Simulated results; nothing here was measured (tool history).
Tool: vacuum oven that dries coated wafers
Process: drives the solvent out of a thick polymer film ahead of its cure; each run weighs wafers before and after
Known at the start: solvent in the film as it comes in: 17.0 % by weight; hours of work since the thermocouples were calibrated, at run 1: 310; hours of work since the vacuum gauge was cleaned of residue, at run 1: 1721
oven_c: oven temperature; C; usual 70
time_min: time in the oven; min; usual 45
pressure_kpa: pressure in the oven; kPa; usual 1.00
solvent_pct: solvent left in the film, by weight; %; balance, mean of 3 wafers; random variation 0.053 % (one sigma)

| run | hour | oven_c | time_min | pressure_kpa | hours of work since the thermocouples were calibrated | hours of work since the vacuum gauge was cleaned of residue | solvent_pct |
|---|---|---|---|---|---|---|---|
| 1 | 0.0 | 70 | 45 | 1.00 | 310 | 1721 | 2.31 |
| 2 | 34.2 | 70 | 45 | 1.00 | 336 | 1747 | 2.26 |
| 3 | 63.1 | 70 | 45 | 2.97 | 358 | 1768 | 3.82 |
| 4 | 110.9 | 70 | 45 | 2.97 | 393 | 1804 | 3.85 |
| 5 | 143.6 | 70 | 45 | 2.97 | 418 | 1828 | 3.78 |
| 6 | 172.7 | 70 | 45 | 2.97 | 439 | 1850 | 3.70 |
| 7 | 216.2 | 70 | 45 | 2.97 | 472 | 1883 | 3.78 |
| 8 | 246.2 | 70 | 45 | 2.97 | 494 | 1905 | 3.79 |
| 9 | 294.3 | 70 | 39 | 1.00 | 530 | 1941 | 2.73 |
| 10 | 352.2 | 70 | 39 | 1.00 | 573 | 1984 | 2.68 |
| 11 | 388.3 | 70 | 45 | 1.00 | 600 | 2011 | 2.42 |
| 12 | 425.3 | 70 | 45 | 1.00 | 628 | 2039 | 2.28 |
| 13 | 475.1 | 70 | 45 | 1.00 | 665 | 2076 | 2.42 |
|  | 491.0 | oven's thermocouples calibrated |
| 14 | 524.0 | 70 | 45 | 1.00 | 25 | 2111 | 2.38 |
| 15 | 576.9 | 70 | 45 | 1.00 | 64 | 2150 | 2.47 |
| 16 | 613.3 | 70 | 45 | 1.00 | 91 | 2177 | 2.52 |
| 17 | 638.7 | 70 | 45 | 1.00 | 110 | 2196 | 2.43 |

Run 18 comes next. What will it give?
| 18 | 685.0 | 70 | 45 | 1.00 | 145 | 2231 | ? |

solvent_pct: 2.44 %
Without the tool's hidden state the same run would have given solvent_pct 1.70 %.
